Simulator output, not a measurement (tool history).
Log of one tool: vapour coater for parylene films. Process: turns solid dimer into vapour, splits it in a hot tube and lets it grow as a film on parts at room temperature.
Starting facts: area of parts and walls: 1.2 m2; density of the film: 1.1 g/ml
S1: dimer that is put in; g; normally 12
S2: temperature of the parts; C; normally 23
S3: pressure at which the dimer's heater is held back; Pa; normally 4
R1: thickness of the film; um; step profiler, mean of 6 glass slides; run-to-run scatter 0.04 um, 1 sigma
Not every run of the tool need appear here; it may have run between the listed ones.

run,hour,S1,S2,S3,R1
1,0,12,23,4,5.16
2,27.6,12,23,4,5.06
3,56.8,12,23,4,5.07
4,97.3,12,23,4,5.1
5,134.1,12,23,4,5.12
6,160,12,23,4,5.16
7,193.7,12,31,4,3.72
8,213.4,12,33,4,3.38
9,252.9,12,23,4,5.09
10,287.3,12,23,4,5.1
11,308.3,12,23,4,5.11
12,333,12,35,4,3.16
13,360.7,12,23,4,5.11
14,381.2,12,23,4,5.1
15,417,12,23,3.89,5.21
16,446.9,12,23,3.89,5.12
17,470.3,12,23,3.89,5.09
18,498.5,12,30,4,3.81
19,542.2,12,30,4,3.87
20,567.5,12,23,4,5.12
21,608.9,12,23,4,5.09
22,642,12,23,4,5.12
23,667,12,23,4,5.13
24,691.5,12,23,4,5.06
25,722.5,12,23,4,5.04
26,760.9,12,23,4,5.06
27,800.9,20,16,8.99,9.11
28,828.7,11,24,3.7,4.66
29,871.9,17,33,3.42,5.07
30,899.4,17,33,3.42,4.95
31,926.4,22,18,3.78,11.64
32,947.5,12,27,4.46,4.15
33,981.2,8,19,8.41,3.32
34,1002.3,8,19,8.41,3.31
35,1034.9,12,22,7.6,4.54
36,1056.3,12,25,3.83,4.67
37,1099.5,10,16,4,5.62
38,1135.5,10,23,9.92,3.37
39,1170.9,10,23,9.92,3.39
40,1207.2,19,17,4.68,9.88
41,1248.5,10,17,4.68,5.17
# hour 1277.7: trap's valve overhauled
42,1280.8,12,23,2.52,5.67
43,1308.3,22,25,11.89,6.57
44,1329.7,22,25,11.89,6.64
45,1347.5,22,25,11.89,6.58
46,1376.1,6,18,5.48,2.82
47,1416.8,5,18,2.42,2.93

Below are 3 alternative next runs, each starting from the tool's condition after run 47. Predict each:
A,1456.3,18,24,4.98,?
B,1456.3,12,20,4,?
C,1456.3,5,15,2.42,?

run,R1
A,6.85
B,5.79
C,3.35
Take away the tool's hidden state, keep each run's random variation, and the runs would have read:
run,R1
A,6.85
B,5.78
C,3.35
